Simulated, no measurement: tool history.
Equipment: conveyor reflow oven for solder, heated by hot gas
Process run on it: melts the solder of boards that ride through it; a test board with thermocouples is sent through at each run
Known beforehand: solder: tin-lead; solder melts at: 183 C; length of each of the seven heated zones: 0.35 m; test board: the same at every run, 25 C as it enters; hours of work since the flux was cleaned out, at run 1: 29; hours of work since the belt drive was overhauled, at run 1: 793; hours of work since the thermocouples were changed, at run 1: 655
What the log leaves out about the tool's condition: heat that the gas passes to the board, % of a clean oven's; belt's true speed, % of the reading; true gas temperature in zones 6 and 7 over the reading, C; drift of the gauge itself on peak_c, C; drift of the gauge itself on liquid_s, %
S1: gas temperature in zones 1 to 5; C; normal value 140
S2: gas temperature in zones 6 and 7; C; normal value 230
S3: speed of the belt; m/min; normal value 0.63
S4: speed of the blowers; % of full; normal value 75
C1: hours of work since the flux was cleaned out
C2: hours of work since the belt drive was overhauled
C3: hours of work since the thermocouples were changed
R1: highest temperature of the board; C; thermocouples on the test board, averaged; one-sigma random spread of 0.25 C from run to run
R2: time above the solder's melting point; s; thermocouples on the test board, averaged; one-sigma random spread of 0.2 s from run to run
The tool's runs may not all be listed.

run,hour,S1,S2,S3,S4,C1,C2,C3,R1,R2
1,0,140,230,0.63,75,29,793,655,213.1,48.6
2,15.8,140,230,0.63,75,38,802,664,213.2,48.6
3,43.5,140,230,0.63,75,54,818,680,213,48.4
4,62.5,140,230,0.63,75,65,828,690,213.1,48.5
5,92.7,140,230,0.63,75,82,845,707,213.1,48
6,109,140,230,0.63,75,91,855,717,212.4,47.9
7,129.6,143,230,0.63,75,102,866,728,213.2,49.4
8,154.8,143,230,0.63,75,116,880,742,213,49.3
9,174.9,143,230,0.63,75,128,892,754,212.9,49.1
10,196.5,143,230,0.63,75,140,904,766,212.8,49.4
11,226.4,140,234,0.63,75,157,921,783,216.2,50
12,248.2,140,234,0.63,58,169,933,795,212,46.5
13,265,140,234,0.63,58,179,942,804,211.7,46.5
14,296.1,140,234,0.63,58,196,960,822,211.8,46.4
15,318.2,140,220,0.63,58,209,972,834,200.2,34.5
16,348.1,140,220,0.63,58,225,989,851,200.1,34.6
17,368.9,140,224,0.63,62,237,1001,863,203.9,39.4
18,383.2,140,233,0.508,66,245,1009,871,218.9,66
19,397.4,140,233,0.508,66,253,1017,879,218.9,65.3
20,413.6,140,221,0.569,75,262,1026,888,205.9,48.8
21,437.4,128,221,0.606,53,276,1040,901,198,29.5
22,457.5,135,230,0.636,75,287,1051,913,210.5,43.3
# hour 465.9: flux residue cleaned out of gas plates and filters
23,492.5,151,235,0.636,75,15,1068,930,217.9,55.5
24,523.1,138,219,0.572,87,32,1085,947,206.6,48.7
25,547.1,138,219,0.572,87,46,1098,960,205.8,48.5
26,570.3,140,233,0.63,64,59,1112,974,212.8,47.6
27,601.4,127,230,0.757,57,76,1129,991,198.2,22.8
28,622.4,127,230,0.757,57,88,1141,1003,198.6,22.5
29,651.2,127,223,0.757,60,104,1157,1019,193.4,17.6
30,677,127,223,0.757,60,119,1172,1034,193.2,17.1
31,707.2,140,244,0.635,75,136,1189,1051,223.4,54.6

Each run again, without the hidden state but with its own random variation kept:
run,R1,R2
1,215.3,49.7
2,215.5,49.7
3,215.4,49.6
4,215.6,49.8
5,215.7,49.4
6,215,49.4
7,216,50.9
8,215.9,50.9
9,215.9,50.8
10,215.9,51.2
11,219.5,51.7
12,215.1,48.6
13,214.9,48.6
14,215.1,48.6
15,203.5,38.1
16,203.5,38.3
17,207.5,42.7
18,222.6,68.1
19,222.7,67.4
20,209.8,52.2
21,201.8,34.2
22,214.8,46.3
23,220.9,56.6
24,209.9,51
25,209.2,51
26,216.1,49.4
27,201.3,25.6
28,201.8,25.5
29,196.7,21.4
30,196.6,21.1
31,227.5,56.1

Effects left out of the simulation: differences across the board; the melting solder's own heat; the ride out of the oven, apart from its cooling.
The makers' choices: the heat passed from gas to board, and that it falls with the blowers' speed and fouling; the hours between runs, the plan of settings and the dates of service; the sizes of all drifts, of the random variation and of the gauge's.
